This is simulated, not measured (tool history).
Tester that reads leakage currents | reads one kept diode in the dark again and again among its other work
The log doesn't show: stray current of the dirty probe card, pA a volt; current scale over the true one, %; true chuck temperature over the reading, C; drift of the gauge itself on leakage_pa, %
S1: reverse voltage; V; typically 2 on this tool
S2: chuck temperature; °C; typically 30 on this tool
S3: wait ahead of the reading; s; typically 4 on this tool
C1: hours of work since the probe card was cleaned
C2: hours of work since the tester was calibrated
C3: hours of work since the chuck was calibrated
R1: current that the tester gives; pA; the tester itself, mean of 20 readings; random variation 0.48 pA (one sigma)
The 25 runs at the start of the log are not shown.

run    hour     S1  S2    S3    C1    C2    C3       R1
 26  3031.8   5.36  28  4.24  1386   145   224   198.54
 27  3114.9   5.36  28  4.24  1437   196   275   199.02
 28  3218.3   6.67  30     4  1502   260   339   249.32
 29  3298.2   2.12  30  1.11  1551   310   389   167.13
 30  3443.9   9.84  31  5.58  1641   400   479   309.75
 31  3573.8   9.84  31  5.58  1722   480   559   312.13
 32  3659.5  17.09  30  0.62  1775   533   612   363.26
 33  3827.6  17.09  30  0.62  1879   638   717    364.4
 34    3935      2  30  1.36  1945   704   783   166.23
 35  4008.4   1.69  30     4  1991   749   828   157.63
 36  4123.4   8.22  37     4  2062   821   900   447.48
 37    4296      2  53  6.76  2169   928  1007   766.77
 38  4413.4   1.23  44  0.35  2241  1000  1079   370.13
 39  4595.4   1.34  45  6.43  2354  1113  1192   408.92
 40  4706.2   6.19  55   2.2  2423  1181  1261  1298.18

Here are 4 independent what-if runs from the current tool condition. What would each one return?
  A  4788.8  5.88  29  4.73  2474  1233  1312   ?
  B  4788.8  6.19  55  1.99  2474  1233  1312   ?
  C  4788.8  6.01  57  1.36  2474  1233  1312   ?
  D  4788.8     2  25  5.28  2474  1233  1312   ?

run       R1
  A   234.63
  B   1309.7
  C  1452.35
  D   119.58
With the hidden condition removed and each run's random variation left untouched, the same runs would have given:
run       R1
  A   214.17
  B  1240.83
  C  1378.05
  D   110.21
